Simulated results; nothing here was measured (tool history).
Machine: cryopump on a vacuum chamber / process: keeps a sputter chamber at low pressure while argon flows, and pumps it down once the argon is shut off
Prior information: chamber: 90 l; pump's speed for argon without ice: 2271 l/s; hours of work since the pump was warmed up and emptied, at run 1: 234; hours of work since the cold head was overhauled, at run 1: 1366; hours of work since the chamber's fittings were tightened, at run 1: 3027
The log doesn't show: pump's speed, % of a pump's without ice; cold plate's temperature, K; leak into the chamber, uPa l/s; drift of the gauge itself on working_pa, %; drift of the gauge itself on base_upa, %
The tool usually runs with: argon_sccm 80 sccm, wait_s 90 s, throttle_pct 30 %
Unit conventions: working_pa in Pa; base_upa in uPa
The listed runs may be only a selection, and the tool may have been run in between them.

| run | hour | argon_sccm | wait_s | throttle_pct | hours of work since the pump was warmed up and emptied | hours of work since the cold head was overhauled | hours of work since the chamber's fittings were tightened | working_pa | base_upa |
|---|---|---|---|---|---|---|---|---|---|
| 1 | 0 | 80 | 90 | 30 | 234 | 1366 | 3027 | 0.2071 | 1.74 |
| 2 | 31.6 | 80 | 90 | 30 | 258 | 1390 | 3051 | 0.2098 | 1.78 |
| 3 | 61.1 | 80 | 123 | 30 | 280 | 1413 | 3074 | 0.2089 | 1.66 |
| 4 | 112.5 | 80 | 123 | 30 | 319 | 1452 | 3113 | 0.2114 | 1.72 |
| 5 | 173.8 | 80 | 123 | 30 | 366 | 1498 | 3159 | 0.2162 | 1.86 |
| 6 | 201.8 | 44 | 90 | 30 | 387 | 1519 | 3180 | 0.1186 | 1.91 |
| 7 | 255.9 | 80 | 90 | 30 | 428 | 1560 | 3221 | 0.2165 | 2.03 |
| 8 | 321.5 | 80 | 90 | 30 | 478 | 1610 | 3271 | 0.2209 | 2.08 |
| 9 | 369.2 | 80 | 90 | 30 | 514 | 1646 | 3307 | 0.2234 | 2.18 |
|  | 391.5 | pump warmed up, emptied and cooled again |
| 10 | 423.4 | 80 | 90 | 28 | 24 | 1684 | 3345 | 0.2114 | 1.7 |
|  | 462.1 | leaking fittings of the chamber tightened, without venting |
| 11 | 475 | 80 | 90 | 30 | 62 | 1721 | 10 | 0.1992 | 0.48 |
| 12 | 531.4 | 80 | 90 | 30 | 105 | 1764 | 53 | 0.2031 | 0.45 |
| 13 | 594.1 | 80 | 90 | 27 | 152 | 1812 | 100 | 0.2252 | 0.53 |
| 14 | 658 | 80 | 90 | 17 | 201 | 1860 | 149 | 0.358 | 0.6 |
| 15 | 687.2 | 80 | 90 | 17 | 223 | 1882 | 171 | 0.3597 | 0.54 |
| 16 | 732.2 | 96 | 263 | 46 | 257 | 1916 | 205 | 0.1668 | 0.34 |
| 17 | 782.5 | 96 | 263 | 46 | 295 | 1954 | 243 | 0.1713 | 0.38 |
| 18 | 845.6 | 119 | 178 | 30 | 343 | 2002 | 291 | 0.3154 | 0.45 |
| 19 | 904.2 | 80 | 54 | 21 | 387 | 2047 | 335 | 0.3029 | 0.89 |
| 20 | 948.5 | 101 | 90 | 30 | 421 | 2080 | 369 | 0.2741 | 0.72 |
| 21 | 994.9 | 101 | 90 | 15 | 456 | 2116 | 404 | 0.5269 | 0.71 |
| 22 | 1046.4 | 108 | 157 | 18 | 495 | 2155 | 443 | 0.4792 | 0.58 |
|  | 1092.5 | pump warmed up, emptied and cooled again |
| 23 | 1113.2 | 108 | 157 | 18 | 16 | 2201 | 490 | 0.4486 | 0.51 |
| 24 | 1156.8 | 158 | 157 | 18 | 49 | 2234 | 523 | 0.6541 | 0.53 |
| 25 | 1184.8 | 158 | 157 | 18 | 70 | 2256 | 544 | 0.6593 | 0.55 |
| 26 | 1241.6 | 68 | 47 | 59 | 113 | 2299 | 587 | 0.0898 | 1.03 |
| 27 | 1284.9 | 79 | 28 | 24 | 146 | 2332 | 620 | 0.2512 | 1.49 |
| 28 | 1323.8 | 79 | 28 | 24 | 175 | 2361 | 650 | 0.2526 | 1.53 |
| 29 | 1380.6 | 41 | 101 | 19 | 218 | 2404 | 693 | 0.1655 | 0.71 |
| 30 | 1419.1 | 41 | 101 | 19 | 248 | 2433 | 722 | 0.1678 | 0.75 |

5 options for the next run, each taken on its own from the tool as it stands now. Forecast them:
| A | 1475.5 | 48 | 101 | 49 | 290 | 2476 | 765 | ? | ? |
| B | 1475.5 | 58 | 147 | 30 | 290 | 2476 | 765 | ? | ? |
| C | 1475.5 | 55 | 90 | 30 | 290 | 2476 | 765 | ? | ? |
| D | 1475.5 | 134 | 113 | 23 | 290 | 2476 | 765 | ? | ? |
| E | 1475.5 | 80 | 172 | 30 | 290 | 2476 | 765 | ? | ? |

| run | working_pa | base_upa |
|---|---|---|
| A | 0.0799 | 0.78 |
| B | 0.1535 | 0.72 |
| C | 0.1458 | 0.8 |
| D | 0.4546 | 0.74 |
| E | 0.2099 | 0.67 |
Take away the tool's hidden state, keep each run's random variation, and the runs would have read:
| run | working_pa | base_upa |
|---|---|---|
| A | 0.0724 | 0.42 |
| B | 0.1444 | 0.36 |
| C | 0.1371 | 0.45 |
| D | 0.4335 | 0.38 |
| E | 0.1973 | 0.31 |

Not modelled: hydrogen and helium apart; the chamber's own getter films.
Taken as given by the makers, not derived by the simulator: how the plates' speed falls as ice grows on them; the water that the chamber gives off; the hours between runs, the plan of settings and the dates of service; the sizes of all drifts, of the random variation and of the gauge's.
